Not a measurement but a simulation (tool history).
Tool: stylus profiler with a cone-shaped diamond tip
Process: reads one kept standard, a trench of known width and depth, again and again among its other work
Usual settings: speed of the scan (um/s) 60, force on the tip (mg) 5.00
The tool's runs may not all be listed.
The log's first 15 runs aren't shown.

run	hour	speed of the scan (um/s)	force on the tip (mg)	depth of the trench (angstrom)	width of the trench's floor (nm)
# hour 845.7: height scale calibrated on a step standard, once more
16	906.9	135	5.00	5101.1	46040
17	983.1	23	5.00	5097.9	46260
18	1049.1	23	5.00	5099.6	46320
19	1131.2	24	5.00	5098.5	46250
20	1199.2	60	5.00	5099.8	46120
21	1278.4	60	5.00	5096.7	46140
22	1371.5	136	12.14	5179.5	46030
23	1464.8	60	3.75	5078.2	46100
24	1551.5	60	3.75	5077.5	46030
25	1621.1	60	3.75	5077.2	46010
26	1705.0	60	3.75	5077.2	46010
27	1780.2	60	3.75	5077.4	46000
28	1868.8	60	3.75	5077.0	45920
29	1918.3	195	10.99	5164.1	45760
30	1996.1	34	4.93	5091.9	46010
31	2087.0	34	4.93	5092.7	45960
32	2132.5	34	4.93	5091.4	45970
33	2216.3	158	2.08	5046.7	45350
34	2268.6	158	2.08	5047.7	45410
35	2353.6	37	2.74	5057.3	45850
36	2407.6	87	5.00	5092.9	45750
37	2473.7	87	5.00	5090.1	45700
38	2564.0	211	6.78	5113.4	45530
39	2640.0	60	11.27	5161.8	45800

3 ways to go on from here, each from the tool as it stands after run 39. What would each give?
A	2725.2	32	7.42	?	?
B	2725.2	210	1.97	?	?
C	2725.2	15	2.89	?	?

run	depth of the trench (angstrom)	width of the trench's floor (nm)
A	5118.7	45900
B	5042.8	44970
C	5057.8	45830
Without the tool's hidden state the same runs would have given:
run	depth of the trench (angstrom)	width of the trench's floor (nm)
A	5130.3	47340
B	5054.2	46400
C	5069.3	47260
